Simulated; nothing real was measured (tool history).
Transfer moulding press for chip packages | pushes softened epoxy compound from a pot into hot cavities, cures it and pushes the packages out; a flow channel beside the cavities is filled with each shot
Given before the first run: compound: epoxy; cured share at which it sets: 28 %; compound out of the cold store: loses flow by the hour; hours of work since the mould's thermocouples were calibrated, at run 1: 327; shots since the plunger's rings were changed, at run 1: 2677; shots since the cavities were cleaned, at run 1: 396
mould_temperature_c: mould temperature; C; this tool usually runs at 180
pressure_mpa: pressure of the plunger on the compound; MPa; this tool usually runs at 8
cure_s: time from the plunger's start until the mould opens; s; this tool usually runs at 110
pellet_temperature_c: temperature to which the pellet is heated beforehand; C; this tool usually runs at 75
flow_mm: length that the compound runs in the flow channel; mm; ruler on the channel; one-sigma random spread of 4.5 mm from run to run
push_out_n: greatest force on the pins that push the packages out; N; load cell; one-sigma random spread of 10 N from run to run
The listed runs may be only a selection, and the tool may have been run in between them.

run	hour	mould_temperature_c	pressure_mpa	cure_s	pellet_temperature_c	hours of work since the mould's thermocouples were calibrated	shots since the plunger's rings were changed	shots since the cavities were cleaned	incoming compound's hours out of the cold store	flow_mm	push_out_n
1	0	180	8	110	75	327	2677	396	40.3	565	586
# hour 17.1: cavities cleaned with cleaning compound and waxed
2	22.2	180	8	110	75	338	2859	45	28.6	600	653
3	53.1	180	8	110	75	355	3129	315	14.4	650	738
# hour 77.9: cavities cleaned with cleaning compound and waxed
4	82.5	180	8	110	75	371	3373	40	26.7	603	481
5	115	180	8	110	75	388	3658	325	35.4	575	565
# hour 135.2: cavities cleaned with cleaning compound and waxed, once more
6	154	180	6.49	110	75	409	3987	165	15.2	578	544
7	173.7	180	6.49	110	75	420	4159	337	14.1	576	563
# hour 196: cavities cleaned with cleaning compound and waxed
8	216.2	180	6.9	110	75	443	4519	177	29.7	539	512
9	246.6	180	6.9	110	75	459	4785	443	40.3	507	580
# hour 255.6: cavities cleaned with cleaning compound and waxed
10	277.1	180	6.9	110	75	475	5038	188	26	542	543
# hour 312.6: plunger's sealing rings changed
# hour 317.9: cavities cleaned with cleaning compound and waxed
11	317.9	180	6.9	110	75	495	34	0	33.5	578	459
12	340	180	7.52	110	75	508	228	194	21.3	647	545
13	366.1	180	7.52	110	75	522	456	422	19	657	597
# hour 377.4: cavities cleaned with cleaning compound and waxed
14	399.9	180	9.5	110	75	540	740	198	13.7	748	550
15	432.8	186	8.61	126	80	558	1027	485	9.2	716	477
# hour 437: cavities cleaned with cleaning compound and waxed
16	466.6	180	6.31	101	75	576	1310	259	45.1	507	595
# hour 497.7: cavities cleaned with cleaning compound and waxed
17	507.6	183	6.31	101	71	598	1656	87	34.5	530	481
18	530.5	182	6.31	129	71	610	1857	288	46.1	494	463
# hour 558.6: cavities cleaned with cleaning compound and waxed
19	565.8	177	6.18	101	65	629	2153	63	11.5	590	701
20	598.1	178	6.86	117	67	647	2436	346	22.6	589	591
# hour 619.9: cavities cleaned with cleaning compound and waxed
21	631.7	187	6.33	129	72	664	2717	103	20.3	555	398
22	664.3	180	7.8	94	69	682	3003	389	11.8	647	832
# hour 679.6: cavities cleaned with cleaning compound and waxed
23	687.3	180	7.8	94	69	694	3190	67	41.4	554	613
24	709.7	180	8	117	75	706	3387	264	37	579	502
# hour 739.2: cavities cleaned with cleaning compound and waxed
25	739.9	180	8	148	83	722	3638	6	20.9	627	363
26	763.4	179	8	148	83	735	3844	212	13.5	638	433
27	785.7	175	8	135	75	747	4040	408	38.6	570	547

Some steps in flow_mm, run to run, broken into two amounts with sign: the step expected even without the hidden condition (settings, incoming material, random variation), and the rest, left for the hidden condition together with whatever gauge scatter is not in both the measured and the hidden-condition-free result:
Unlogged tool condition in this case: true mould temperature over the reading, C; pressure that reaches the compound, % of what is set; grip of the stained cavities, % over clean ones'; drift of the gauge itself on flow_mm, %; drift of the gauge itself on push_out_n, %.
Run 10 -> 11: plunger's sealing rings changed, cavities cleaned with cleaning compound and waxed. flow_mm +36 mm: hidden state +64, all else -28.
Run 15 -> 16: mould_temperature_c 186 -> 180, pressure_mpa 8.61 -> 6.31, cure_s 126 -> 101, pellet_temperature_c 80 -> 75, cavities cleaned with cleaning compound and waxed. flow_mm -209 mm: hidden state +2, all else -211.
Run 18 -> 19: mould_temperature_c 182 -> 177, pressure_mpa 6.31 -> 6.18, cure_s 129 -> 101, pellet_temperature_c 71 -> 65, cavities cleaned with cleaning compound and waxed. flow_mm +96 mm: hidden state -9, all else +105.
Run 21 -> 22: mould_temperature_c 187 -> 180, pressure_mpa 6.33 -> 7.8, cure_s 129 -> 94, pellet_temperature_c 72 -> 69. flow_mm +92 mm: hidden state -11, all else +103.

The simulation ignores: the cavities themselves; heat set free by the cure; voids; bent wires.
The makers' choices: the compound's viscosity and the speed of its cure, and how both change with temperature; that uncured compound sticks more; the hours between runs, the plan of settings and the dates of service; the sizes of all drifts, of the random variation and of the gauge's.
